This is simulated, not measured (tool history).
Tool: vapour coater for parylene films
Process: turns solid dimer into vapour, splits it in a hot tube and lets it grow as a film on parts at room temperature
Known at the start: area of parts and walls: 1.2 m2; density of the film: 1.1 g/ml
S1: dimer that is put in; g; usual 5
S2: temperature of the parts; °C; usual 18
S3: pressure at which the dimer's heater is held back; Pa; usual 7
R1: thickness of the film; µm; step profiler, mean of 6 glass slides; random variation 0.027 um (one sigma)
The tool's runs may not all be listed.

run,hour,S1,S2,S3,R1
1,0,5,18,7,2.13
2,71.6,5,18,7,2.09
3,117.4,5,18,7,2.02
4,171.2,5,18,7,2
5,240,5,18,7,1.96
6,296.7,5,18,7,1.94
# hour 338.7: trap's valve overhauled
7,366.5,5,18,7,2.15
8,412.1,5,18,7,2.07
9,454.2,5,18,7,2.09
10,516.5,5,18,7,1.98
11,570.8,5,18,7,2.02
12,626.4,5,18,7,1.91
13,687.7,6,18,7,2.26
# hour 700.6: trap's valve overhauled
14,726.3,6,18,7,2.59
15,771.7,8,16,2.72,4.46
16,816.9,5,13,4.26,2.76
17,861,8,17,3.69,3.91
18,907.2,3,24,7,0.97
19,963.9,3,24,7,0.95
20,1018.3,7,14,5.45,3.32
# hour 1057.4: trap's valve overhauled
21,1076.2,7,14,5.45,3.62
22,1147.7,4,18,3.56,1.9
23,1192,7,18,7,2.86
24,1252.1,5,18,7.64,1.97
25,1298.3,5,18,7.64,1.9
26,1338,4,15,2.51,2.21
27,1383.6,9,25,7,2.69
# hour 1417.8: trap's valve overhauled
28,1418.3,9,25,7,3

Forecast each of these 5 alternatives for the next run:
A,1450.6,6,18,7.02,?
B,1450.6,3,17,7.5,?
C,1450.6,6,25,7,?
D,1450.6,8,10,7,?
E,1450.6,2,18,7.36,?

run,R1
A,2.53
B,1.29
C,1.98
D,4.54
E,0.86
Without the tool's hidden state the same runs would have given:
run,R1
A,2.63
B,1.34
C,2.06
D,4.73
E,0.89
